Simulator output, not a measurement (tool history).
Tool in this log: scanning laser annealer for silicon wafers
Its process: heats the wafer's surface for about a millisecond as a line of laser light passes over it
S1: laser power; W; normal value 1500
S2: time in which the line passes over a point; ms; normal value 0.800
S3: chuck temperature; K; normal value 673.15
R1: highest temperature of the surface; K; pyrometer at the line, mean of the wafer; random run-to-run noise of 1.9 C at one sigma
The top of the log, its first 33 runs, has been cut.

| run | hour | S1 | S2 | S3 | R1 |
|---|---|---|---|---|---|
| 34 | 361.7 | 1500 | 0.698 | 696.15 | 1465.15 |
| 35 | 374.9 | 1448 | 0.800 | 665.15 | 1470.15 |
| 36 | 385.6 | 1500 | 0.800 | 686.15 | 1513.15 |
| 37 | 398.6 | 1500 | 0.800 | 686.15 | 1512.15 |
| 38 | 407.9 | 1277 | 0.707 | 702.15 | 1372.15 |
| 39 | 416.5 | 1277 | 0.707 | 702.15 | 1370.15 |
| 40 | 425.8 | 1277 | 0.707 | 702.15 | 1370.15 |
|  | 434.1 | window over the wafer cleaned |
| 41 | 442.6 | 1450 | 0.904 | 702.15 | 1562.15 |

Consider 4 possible next runs. They are alternatives, not a sequence: every one starts from the tool as it was left by run 41. What does each give?
| A | 451.8 | 1450 | 0.676 | 702.15 | ? |
| B | 451.8 | 1418 | 0.904 | 701.15 | ? |
| C | 451.8 | 1500 | 0.867 | 673.15 | ? |
| D | 451.8 | 1585 | 0.891 | 641.15 | ? |

| run | R1 |
|---|---|
| A | 1438.15 |
| B | 1545.15 |
| C | 1542.15 |
| D | 1572.15 |
Stripped of hidden state, with their random variation kept, the same runs would have yielded:
| run | R1 |
|---|---|
| A | 1438.15 |
| B | 1546.15 |
| C | 1542.15 |
| D | 1573.15 |

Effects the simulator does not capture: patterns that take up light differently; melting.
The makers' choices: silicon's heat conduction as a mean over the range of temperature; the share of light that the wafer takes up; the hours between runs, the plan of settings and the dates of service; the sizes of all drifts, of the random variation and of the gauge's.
